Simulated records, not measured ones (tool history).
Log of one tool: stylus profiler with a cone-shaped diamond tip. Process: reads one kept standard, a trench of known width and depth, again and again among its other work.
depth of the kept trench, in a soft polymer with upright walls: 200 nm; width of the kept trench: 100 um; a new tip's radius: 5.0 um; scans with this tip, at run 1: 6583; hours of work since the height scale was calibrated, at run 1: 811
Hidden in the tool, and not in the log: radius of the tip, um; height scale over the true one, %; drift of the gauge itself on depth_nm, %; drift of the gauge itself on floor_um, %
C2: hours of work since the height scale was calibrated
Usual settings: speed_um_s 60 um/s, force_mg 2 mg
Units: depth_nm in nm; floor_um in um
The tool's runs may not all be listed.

run 1 hour=0 | speed_um_s=60 force_mg=2 | scans_with_this_tip=6583 C2=811 | depth_nm=202.85 floor_um=95.74
run 2 hour=7.4 | speed_um_s=15 force_mg=2 | scans_with_this_tip=6611 C2=814 | depth_nm=202.74 floor_um=95.91
run 3 hour=19.1 | speed_um_s=15 force_mg=2 | scans_with_this_tip=6656 C2=820 | depth_nm=202.68 floor_um=95.94
run 4 hour=33 | speed_um_s=15 force_mg=2 | scans_with_this_tip=6709 C2=826 | depth_nm=202.74 floor_um=95.96
run 5 hour=39.8 | speed_um_s=15 force_mg=2 | scans_with_this_tip=6735 C2=829 | depth_nm=202.88 floor_um=95.93
run 6 hour=54.3 | speed_um_s=15 force_mg=2 | scans_with_this_tip=6791 C2=836 | depth_nm=202.76 floor_um=95.91
run 7 hour=69.5 | speed_um_s=15 force_mg=1.72 | scans_with_this_tip=6849 C2=843 | depth_nm=202.66 floor_um=95.97
run 8 hour=81.9 | speed_um_s=15 force_mg=1.72 | scans_with_this_tip=6897 C2=849 | depth_nm=202.55 floor_um=95.87
run 9 hour=92.6 | speed_um_s=15 force_mg=1.72 | scans_with_this_tip=6938 C2=854 | depth_nm=202.64 floor_um=95.93
run 10 hour=104.2 | speed_um_s=15 force_mg=1.72 | scans_with_this_tip=6982 C2=860 | depth_nm=202.66 floor_um=95.98
run 11 hour=114.5 | speed_um_s=15 force_mg=1.72 | scans_with_this_tip=7022 C2=865 | depth_nm=202.57 floor_um=95.84
run 12 hour=125.9 | speed_um_s=33 force_mg=2 | scans_with_this_tip=7065 C2=870 | depth_nm=202.83 floor_um=95.82
run 13 hour=133 | speed_um_s=33 force_mg=2 | scans_with_this_tip=7092 C2=873 | depth_nm=202.85 floor_um=95.85
run 14 hour=145.8 | speed_um_s=33 force_mg=2 | scans_with_this_tip=7141 C2=879 | depth_nm=202.87 floor_um=95.82
run 15 hour=161 | speed_um_s=40 force_mg=1.2 | scans_with_this_tip=7200 C2=887 | depth_nm=202.29 floor_um=95.7
run 16 hour=170 | speed_um_s=46 force_mg=0.67 | scans_with_this_tip=7234 C2=891 | depth_nm=201.76 floor_um=95.57
run 17 hour=178.8 | speed_um_s=60 force_mg=1.68 | scans_with_this_tip=7268 C2=895 | depth_nm=202.71 floor_um=95.63
run 18 hour=187.1 | speed_um_s=188 force_mg=1.27 | scans_with_this_tip=7300 C2=899 | depth_nm=202.24 floor_um=94.83
run 19 hour=200.8 | speed_um_s=66 force_mg=1.01 | scans_with_this_tip=7352 C2=905 | depth_nm=202.16 floor_um=95.49
run 20 hour=214.6 | speed_um_s=39 force_mg=2.44 | scans_with_this_tip=7405 C2=912 | depth_nm=203.13 floor_um=95.73
run 21 hour=226.4 | speed_um_s=18 force_mg=1.13 | scans_with_this_tip=7450 C2=918 | depth_nm=202.3 floor_um=95.82
run 22 hour=233.9 | speed_um_s=64 force_mg=0.77 | scans_with_this_tip=7479 C2=921 | depth_nm=201.86 floor_um=95.43
run 23 hour=242.5 | speed_um_s=178 force_mg=5.63 | scans_with_this_tip=7512 C2=925 | depth_nm=204.95 floor_um=95.38
run 24 hour=252.7 | speed_um_s=51 force_mg=2 | scans_with_this_tip=7551 C2=930 | depth_nm=203.02 floor_um=95.63
run 25 hour=259.4 | speed_um_s=25 force_mg=2 | scans_with_this_tip=7577 C2=933 | depth_nm=202.92 floor_um=95.81
run 26 hour=267.2 | speed_um_s=26 force_mg=1.09 | scans_with_this_tip=7607 C2=937 | depth_nm=202.21 floor_um=95.72
run 27 hour=273.9 | speed_um_s=26 force_mg=1.09 | scans_with_this_tip=7632 C2=940 | depth_nm=202.26 floor_um=95.71
run 28 hour=287.4 | speed_um_s=42 force_mg=1.16 | scans_with_this_tip=7684 C2=946 | depth_nm=202.21 floor_um=95.61

4 ways to go on from here, each from the tool as it stands after run 28. What would each give?
run A hour=302.1 | speed_um_s=48 force_mg=4.81 | scans_with_this_tip=7741 C2=953 | depth_nm=? floor_um=?
run B hour=302.1 | speed_um_s=85 force_mg=1.76 | scans_with_this_tip=7741 C2=953 | depth_nm=? floor_um=?
run C hour=302.1 | speed_um_s=75 force_mg=0.7 | scans_with_this_tip=7741 C2=953 | depth_nm=? floor_um=?
run D hour=302.1 | speed_um_s=63 force_mg=0.9 | scans_with_this_tip=7741 C2=953 | depth_nm=? floor_um=?

run=A depth_nm=204.53 floor_um=95.63
run=B depth_nm=202.69 floor_um=95.45
run=C depth_nm=201.79 floor_um=95.29
run=D depth_nm=202.05 floor_um=95.42
Without the tool's hidden state the same runs would have given:
run=A depth_nm=203.67 floor_um=96.98
run=B depth_nm=201.85 floor_um=96.79
run=C depth_nm=200.94 floor_um=96.63
run=D depth_nm=201.21 floor_um=96.76
